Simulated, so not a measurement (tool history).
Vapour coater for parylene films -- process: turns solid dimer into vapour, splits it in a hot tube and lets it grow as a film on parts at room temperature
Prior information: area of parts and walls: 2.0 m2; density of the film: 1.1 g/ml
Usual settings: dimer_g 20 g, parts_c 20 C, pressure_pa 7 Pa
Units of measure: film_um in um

{"run": 1, "hour": 0.0, "dimer_g": 20, "parts_c": 20, "pressure_pa": 7, "film_um": 4.7}
{"run": 2, "hour": 22.8, "dimer_g": 20, "parts_c": 20, "pressure_pa": 7, "film_um": 4.73}
{"run": 3, "hour": 65.6, "dimer_g": 20, "parts_c": 20, "pressure_pa": 7, "film_um": 4.66}
{"run": 4, "hour": 92.2, "dimer_g": 20, "parts_c": 20, "pressure_pa": 7, "film_um": 4.61}
{"run": 5, "hour": 122.0, "dimer_g": 20, "parts_c": 20, "pressure_pa": 7, "film_um": 4.66}
{"run": 6, "hour": 156.0, "dimer_g": 20, "parts_c": 20, "pressure_pa": 7, "film_um": 4.53}
{"run": 7, "hour": 179.1, "dimer_g": 20, "parts_c": 16, "pressure_pa": 7, "film_um": 5.43}
{"run": 8, "hour": 230.7, "dimer_g": 20, "parts_c": 16, "pressure_pa": 9.27, "film_um": 5.08}
{"run": 9, "hour": 271.7, "dimer_g": 20, "parts_c": 16, "pressure_pa": 9.27, "film_um": 5.07}
{"run": 10, "hour": 302.9, "dimer_g": 20, "parts_c": 20, "pressure_pa": 6.83, "film_um": 4.38}
{"run": 11, "hour": 349.6, "dimer_g": 20, "parts_c": 20, "pressure_pa": 6.83, "film_um": 4.33}
{"run": 12, "hour": 377.8, "dimer_g": 20, "parts_c": 20, "pressure_pa": 7, "film_um": 4.33}
{"run": 13, "hour": 416.9, "dimer_g": 20, "parts_c": 20, "pressure_pa": 7, "film_um": 4.89}
{"run": 14, "hour": 468.0, "dimer_g": 20, "parts_c": 20, "pressure_pa": 7, "film_um": 4.77}
{"run": 15, "hour": 509.8, "dimer_g": 20, "parts_c": 20, "pressure_pa": 2.63, "film_um": 5.74}
{"run": 16, "hour": 546.5, "dimer_g": 20, "parts_c": 20, "pressure_pa": 2.63, "film_um": 5.73}
{"run": 17, "hour": 575.1, "dimer_g": 20, "parts_c": 20, "pressure_pa": 7, "film_um": 4.72}
{"run": 18, "hour": 615.0, "dimer_g": 20, "parts_c": 20, "pressure_pa": 7, "film_um": 4.56}
{"run": 19, "hour": 659.5, "dimer_g": 15, "parts_c": 20, "pressure_pa": 7, "film_um": 3.46}
{"run": 20, "hour": 696.5, "dimer_g": 15, "parts_c": 20, "pressure_pa": 7, "film_um": 3.47}
{"run": 21, "hour": 747.0, "dimer_g": 23, "parts_c": 22, "pressure_pa": 10.85, "film_um": 4.33}
{"run": 22, "hour": 787.6, "dimer_g": 18, "parts_c": 16, "pressure_pa": 3.04, "film_um": 5.68}
{"run": 23, "hour": 839.3, "dimer_g": 9, "parts_c": 20, "pressure_pa": 10.63, "film_um": 1.79}
{"run": 24, "hour": 899.1, "dimer_g": 9, "parts_c": 20, "pressure_pa": 7.37, "film_um": 2.17}
{"run": 25, "hour": 953.3, "dimer_g": 9, "parts_c": 21, "pressure_pa": 3.89, "film_um": 2.32}
{"run": 26, "hour": 993.0, "dimer_g": 16, "parts_c": 20, "pressure_pa": 7, "film_um": 3.84}
{"run": 27, "hour": 1025.0, "dimer_g": 26, "parts_c": 21, "pressure_pa": 3.26, "film_um": 6.86}
{"run": 28, "hour": 1076.1, "dimer_g": 26, "parts_c": 21, "pressure_pa": 3.26, "film_um": 6.91}
{"run": 29, "hour": 1112.4, "dimer_g": 26, "parts_c": 21, "pressure_pa": 3.26, "film_um": 6.8}
{"run": 30, "hour": 1158.4, "dimer_g": 9, "parts_c": 31, "pressure_pa": 4.68, "film_um": 1.28}
{"run": 31, "hour": 1188.4, "dimer_g": 25, "parts_c": 30, "pressure_pa": 2.45, "film_um": 4.23}
{"run": 32, "hour": 1229.0, "dimer_g": 25, "parts_c": 21, "pressure_pa": 7, "film_um": 5.15}
{"run": 33, "hour": 1258.3, "dimer_g": 20, "parts_c": 24, "pressure_pa": 2.99, "film_um": 4.23}
{"run": 34, "hour": 1299.3, "dimer_g": 31, "parts_c": 19, "pressure_pa": 2.24, "film_um": 8.58}
{"run": 35, "hour": 1329.3, "dimer_g": 31, "parts_c": 23, "pressure_pa": 2.24, "film_um": 7.13}
{"run": 36, "hour": 1386.6, "dimer_g": 31, "parts_c": 23, "pressure_pa": 2.24, "film_um": 8.04}
{"run": 37, "hour": 1438.6, "dimer_g": 19, "parts_c": 24, "pressure_pa": 5.07, "film_um": 3.96}
{"run": 38, "hour": 1463.4, "dimer_g": 10, "parts_c": 24, "pressure_pa": 8.65, "film_um": 1.86}
{"run": 39, "hour": 1500.5, "dimer_g": 23, "parts_c": 20, "pressure_pa": 6.34, "film_um": 5.41}

Removed from this log: 4 entries logged between the listed runs. Between which two listed runs does each belong, and how does the tool's hidden state at the listed run before it compare with that at the listed run after it?
After run 12, before run 13: trap's valve overhauled (hour 392)
  vapour lost through the trap's worn valve, %: 12 -> 0.8; true temperature of the parts over the reading, C: -0.6 -> -0.62
  measured result minus the result with no hidden state, film_um: -0.46 -> +0.1 um
After run 23, before run 24: trap's valve overhauled (hour 876.7)
  vapour lost through the trap's worn valve, %: 11.6 -> 1; true temperature of the parts over the reading, C: -0.88 -> -0.91
  measured result minus the result with no hidden state, film_um: -0.15 -> +0.07 um
After run 29, before run 30: table's thermometer calibrated (hour 1134.3)
  vapour lost through the trap's worn valve, %: 6.4 -> 7.6; true temperature of the parts over the reading, C: -1.04 -> 0.01
  measured result minus the result with no hidden state, film_um: -0.12 -> -0.11 um
After run 35, before run 36: trap's valve overhauled (hour 1364.7)
  vapour lost through the trap's worn valve, %: 12.2 -> 1.2; true temperature of the parts over the reading, C: -0.1 -> -0.13
  measured result minus the result with no hidden state, film_um: -0.96 -> -0.05 um
